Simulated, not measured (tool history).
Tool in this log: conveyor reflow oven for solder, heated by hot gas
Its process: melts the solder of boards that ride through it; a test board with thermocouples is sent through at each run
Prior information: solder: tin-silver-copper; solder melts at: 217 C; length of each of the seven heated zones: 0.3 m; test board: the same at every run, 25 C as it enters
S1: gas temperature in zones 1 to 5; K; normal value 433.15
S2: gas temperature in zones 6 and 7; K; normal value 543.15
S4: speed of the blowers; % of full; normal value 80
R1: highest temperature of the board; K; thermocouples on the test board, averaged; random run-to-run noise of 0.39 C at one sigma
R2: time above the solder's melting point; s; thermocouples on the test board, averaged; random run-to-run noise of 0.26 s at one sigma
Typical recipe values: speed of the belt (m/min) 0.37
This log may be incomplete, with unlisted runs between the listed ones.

Run 1, hour 0: usual settings. Result: R1 529.65 K, R2 72 s.
Run 2, hour 10.5: usual settings. Result: R1 528.85 K, R2 71.9 s.
Run 3, hour 24.9: usual settings but S4 75 % of full. Result: R1 527.95 K, R2 70.4 s.
Run 4, hour 37.6: usual settings but S1 429.15 K. Result: R1 528.35 K, R2 70.2 s.
Run 5, hour 48.9: usual settings but S1 429.15 K. Result: R1 528.35 K, R2 69.4 s.
Run 6, hour 63: usual settings but S1 429.15 K. Result: R1 528.25 K, R2 69.7 s.
Run 7, hour 79.6: usual settings but S1 422.15 K. Result: R1 528.15 K, R2 66.8 s.
Run 8, hour 93.7: usual settings but S1 422.15 K. Result: R1 527.45 K, R2 66.4 s.
Run 9, hour 107.4: usual settings but S1 422.15 K. Result: R1 527.25 K, R2 66.2 s.
Run 10, hour 119.3: usual settings but S1 422.15 K. Result: R1 526.75 K, R2 65.9 s.
Run 11, hour 131.6: usual settings but S1 422.15 K. Result: R1 526.75 K, R2 66.4 s.
Run 12, hour 148.3: usual settings but speed of the belt (m/min) 0.402. Result: R1 525.65 K, R2 62.8 s.
Run 13, hour 157.6: usual settings but S4 79 % of full. Result: R1 528.45 K, R2 71.2 s.
Run 14, hour 172.5: usual settings but S2 546.15 K, S4 79 % of full. Result: R1 531.65 K, R2 73 s.
Run 15, hour 189.6: usual settings but S2 534.15 K. Result: R1 520.75 K, R2 63.8 s.
Run 16, hour 207: usual settings but S1 436.15 K, S2 534.15 K, S4 85 % of full. Result: R1 521.85 K, R2 66.6 s.
Run 17, hour 225.3: usual settings but S2 539.15 K. Result: R1 525.35 K, R2 68.4 s.
Run 18, hour 236.4: usual settings but S2 539.15 K. Result: R1 525.25 K, R2 68.1 s.
Run 19, hour 249.7: usual settings but S1 429.15 K, S2 553.15 K, speed of the belt (m/min) 0.431, S4 58 % of full. Result: R1 524.95 K, R2 53.9 s.
Run 20, hour 259.3: usual settings but S1 435.15 K, S2 539.15 K, speed of the belt (m/min) 0.342, S4 58 % of full. Result: R1 523.55 K, R2 71.6 s.
Run 21, hour 280: usual settings but S1 435.15 K, S2 539.15 K, speed of the belt (m/min) 0.342, S4 58 % of full. Result: R1 523.15 K, R2 72.1 s.
Run 22, hour 293: usual settings but S1 435.15 K, S2 539.15 K, speed of the belt (m/min) 0.342, S4 58 % of full. Result: R1 523.25 K, R2 72 s.
Run 23, hour 312.2: usual settings but S1 435.15 K, S2 539.15 K, speed of the belt (m/min) 0.342, S4 58 % of full. Result: R1 523.85 K, R2 71.6 s.
Run 24, hour 328.1: usual settings but S1 435.15 K, S2 539.15 K, speed of the belt (m/min) 0.303, S4 58 % of full. Result: R1 527.35 K, R2 87.1 s.
Run 25, hour 342.9: usual settings but S1 437.15 K, S2 540.15 K, speed of the belt (m/min) 0.303, S4 58 % of full. Result: R1 528.45 K, R2 89.2 s.
Run 26, hour 360: usual settings but S1 437.15 K, S2 540.15 K, speed of the belt (m/min) 0.303, S4 58 % of full. Result: R1 527.65 K, R2 89.3 s.
Run 27, hour 375.8: usual settings but S1 427.15 K, S2 553.15 K, speed of the belt (m/min) 0.303, S4 51 % of full. Result: R1 536.55 K, R2 91.6 s.
Run 28, hour 395.1: usual settings but S1 427.15 K, S2 541.15 K, speed of the belt (m/min) 0.436, S4 78 % of full. Result: R1 518.65 K, R2 48.9 s.
Run 29, hour 404.4: usual settings but S1 427.15 K, S2 541.15 K, speed of the belt (m/min) 0.436, S4 78 % of full. Result: R1 519.25 K, R2 48.8 s.
Run 30, hour 418.6: usual settings but S1 421.15 K, speed of the belt (m/min) 0.306. Result: R1 532.75 K, R2 87.5 s.

For some of the steps in R1 from one run to the next: how much would appear even if the tool had no hidden state, given the settings, what came in and random variation, and how much remains for the hidden state plus any gauge scatter that the measured result and the result without hidden state don't share?
The hidden state here: heat that the gas passes to the board, % of a clean oven's; belt's true speed, % of the reading; true gas temperature in zones 6 and 7 over the reading, C; drift of the gauge itself on peak_c, C; drift of the gauge itself on liquid_s, %.
Run 14 -> 15: S2 546.15 -> 534.15, S4 79 -> 80. R1 -10.9 K: hidden state +0.1, all else -11.
Run 19 -> 20: S1 429.15 -> 435.15, S2 553.15 -> 539.15, speed of the belt (m/min) 0.431 -> 0.342. R1 -1.4 K: hidden state +0.6, all else -2.
Run 27 -> 28: S2 553.15 -> 541.15, speed of the belt (m/min) 0.303 -> 0.436, S4 51 -> 78. R1 -17.9 K: hidden state -1.2, all else -16.7.
Run 29 -> 30: S1 427.15 -> 421.15, S2 541.15 -> 543.15, speed of the belt (m/min) 0.436 -> 0.306, S4 78 -> 80. R1 +13.5 K: hidden state +1, all else +12.5.

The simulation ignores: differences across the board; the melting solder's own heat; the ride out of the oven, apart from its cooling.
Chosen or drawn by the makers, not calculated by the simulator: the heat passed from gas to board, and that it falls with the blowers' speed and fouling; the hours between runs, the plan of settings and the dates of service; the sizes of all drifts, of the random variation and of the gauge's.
